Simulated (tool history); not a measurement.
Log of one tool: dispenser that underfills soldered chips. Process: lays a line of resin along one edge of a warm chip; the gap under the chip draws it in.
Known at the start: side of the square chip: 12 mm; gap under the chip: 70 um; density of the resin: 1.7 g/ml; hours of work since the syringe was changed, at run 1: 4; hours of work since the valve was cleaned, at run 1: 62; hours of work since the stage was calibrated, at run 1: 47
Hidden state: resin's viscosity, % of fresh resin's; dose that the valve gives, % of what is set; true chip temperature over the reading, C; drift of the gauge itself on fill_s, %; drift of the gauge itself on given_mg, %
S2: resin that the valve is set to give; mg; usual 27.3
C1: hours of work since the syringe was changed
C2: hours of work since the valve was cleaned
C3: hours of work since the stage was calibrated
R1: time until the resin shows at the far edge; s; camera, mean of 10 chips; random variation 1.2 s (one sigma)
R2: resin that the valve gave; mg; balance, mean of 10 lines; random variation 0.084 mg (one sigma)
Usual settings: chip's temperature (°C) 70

Run 1, hour 0.0: usual settings; C1 4; C2 62; C3 47. Result: R1 132.6 s, R2 26.16 mg.
Run 2, hour 4.8: usual settings but S2 32.8 mg; C1 7; C2 65; C3 50. Result: R1 152.9 s, R2 31.31 mg.
At hour 6.9: new syringe of resin.
Run 3, hour 8.2: usual settings but chip's temperature (°C) 62; C1 1; C2 68; C3 53. Result: R1 184.6 s, R2 26.20 mg.
Run 4, hour 13.2: usual settings but chip's temperature (°C) 62; C1 5; C2 71; C3 56. Result: R1 206.5 s, R2 26.13 mg.
At hour 18.5: new syringe of resin.
Run 5, hour 19.2: usual settings but S2 25.5 mg; C1 1; C2 75; C3 60. Result: R1 123.9 s, R2 24.20 mg.
Run 6, hour 21.9: usual settings but S2 25.5 mg; C1 2; C2 77; C3 62. Result: R1 132.7 s, R2 24.29 mg.
Run 7, hour 25.5: usual settings but S2 31.2 mg; C1 5; C2 80; C3 65. Result: R1 141.6 s, R2 29.59 mg.
Run 8, hour 28.8: usual settings but S2 31.2 mg; C1 7; C2 82; C3 67. Result: R1 153.2 s, R2 29.66 mg.
At hour 30.1: new syringe of resin.
Run 9, hour 32.6: usual settings; C1 2; C2 85; C3 70. Result: R1 129.0 s, R2 25.88 mg.
Run 10, hour 37.3: usual settings; C1 5; C2 88; C3 73. Result: R1 148.6 s, R2 25.69 mg.
At hour 41.6: new syringe of resin.
Run 11, hour 41.6: usual settings; C1 0; C2 91; C3 76. Result: R1 121.2 s, R2 25.66 mg.
Run 12, hour 45.9: usual settings; C1 3; C2 94; C3 79. Result: R1 133.8 s, R2 25.65 mg.
Run 13, hour 50.3: usual settings; C1 6; C2 97; C3 82. Result: R1 150.0 s, R2 25.49 mg.
At hour 53.1: new syringe of resin.
Run 14, hour 54.0: usual settings; C1 1; C2 100; C3 85. Result: R1 125.0 s, R2 25.67 mg.
At hour 56.3: dispensing valve cleaned and set on the balance.
Run 15, hour 59.4: usual settings; C1 4; C2 2; C3 88. Result: R1 136.3 s, R2 27.07 mg.
Run 16, hour 61.9: usual settings; C1 6; C2 4; C3 90. Result: R1 146.0 s, R2 27.15 mg.
At hour 65.8: new syringe of resin.
Run 17, hour 66.8: usual settings but S2 33.1 mg; C1 1; C2 7; C3 93. Result: R1 120.7 s, R2 32.80 mg.
Run 18, hour 70.7: usual settings but chip's temperature (°C) 81, S2 32.9 mg; C1 4; C2 10; C3 96. Result: R1 78.8 s, R2 32.65 mg.
Run 19, hour 75.6: usual settings but chip's temperature (°C) 76, S2 32.8 mg; C1 7; C2 14; C3 99. Result: R1 113.0 s, R2 32.53 mg.
At hour 77.2: new syringe of resin.
Run 20, hour 81.3: usual settings but chip's temperature (°C) 76, S2 32.8 mg; C1 3; C2 17; C3 103. Result: R1 98.2 s, R2 32.23 mg.
Run 21, hour 86.5: usual settings but S2 26.4 mg; C1 7; C2 21; C3 107. Result: R1 152.4 s, R2 25.97 mg.
At hour 89.0: new syringe of resin.
Run 22, hour 90.5: usual settings but S2 26.4 mg; C1 1; C2 24; C3 109. Result: R1 129.4 s, R2 25.95 mg.
Run 23, hour 95.2: usual settings but chip's temperature (°C) 72, S2 31.2 mg; C1 4; C2 27; C3 113. Result: R1 128.2 s, R2 30.51 mg.
Run 24, hour 99.1: usual settings but chip's temperature (°C) 58, S2 28.9 mg; C1 7; C2 30; C3 116. Result: R1 291.3 s, R2 28.29 mg.
At hour 100.5: new syringe of resin.
Run 25, hour 102.9: usual settings but S2 34.4 mg; C1 2; C2 33; C3 118. Result: R1 123.7 s, R2 33.70 mg.
Run 26, hour 106.5: usual settings but chip's temperature (°C) 79, S2 24.2 mg; C1 4; C2 35; C3 121. Result: R1 94.8 s, R2 23.47 mg.
Run 27, hour 110.3: usual settings but S2 29.5 mg; C1 7; C2 38; C3 123. Result: R1 151.7 s, R2 28.53 mg.
At hour 112.0: new syringe of resin.
Run 28, hour 115.8: usual settings but S2 29.5 mg; C1 3; C2 42; C3 127. Result: R1 134.0 s, R2 28.74 mg.
Run 29, hour 119.0: usual settings but chip's temperature (°C) 77, S2 23.8 mg; C1 5; C2 44; C3 129. Result: R1 104.8 s, R2 23.13 mg.

5 ways to go on from here, each from the tool as it stands after run 29. What would each give?
Run A, hour 121.9: usual settings but chip's temperature (°C) 58, S2 28.7 mg; C1 7; C2 46; C3 131. Result: R1 ?, R2 ?.
Run B, hour 121.9: usual settings but chip's temperature (°C) 71, S2 35.4 mg; C1 7; C2 46; C3 131. Result: R1 ?, R2 ?.
Run C, hour 121.9: usual settings but chip's temperature (°C) 83; C1 7; C2 46; C3 131. Result: R1 ?, R2 ?.
Run D, hour 121.9: usual settings but chip's temperature (°C) 77, S2 28.9 mg; C1 7; C2 46; C3 131. Result: R1 ?, R2 ?.
Run E, hour 121.9: usual settings but chip's temperature (°C) 67, S2 27.6 mg; C1 7; C2 46; C3 131. Result: R1 ?, R2 ?.

run     R1     R2
  A  288.1  27.87
  B  145.5  34.24
  C   84.2  26.37
  D  110.0  27.96
  E  179.0  26.56
Without the tool's hidden state the same runs would have given:
run     R1     R2
  A  212.6  28.82
  B  107.9  35.41
  C   62.6  27.27
  D   81.7  28.92
  E  132.3  27.47

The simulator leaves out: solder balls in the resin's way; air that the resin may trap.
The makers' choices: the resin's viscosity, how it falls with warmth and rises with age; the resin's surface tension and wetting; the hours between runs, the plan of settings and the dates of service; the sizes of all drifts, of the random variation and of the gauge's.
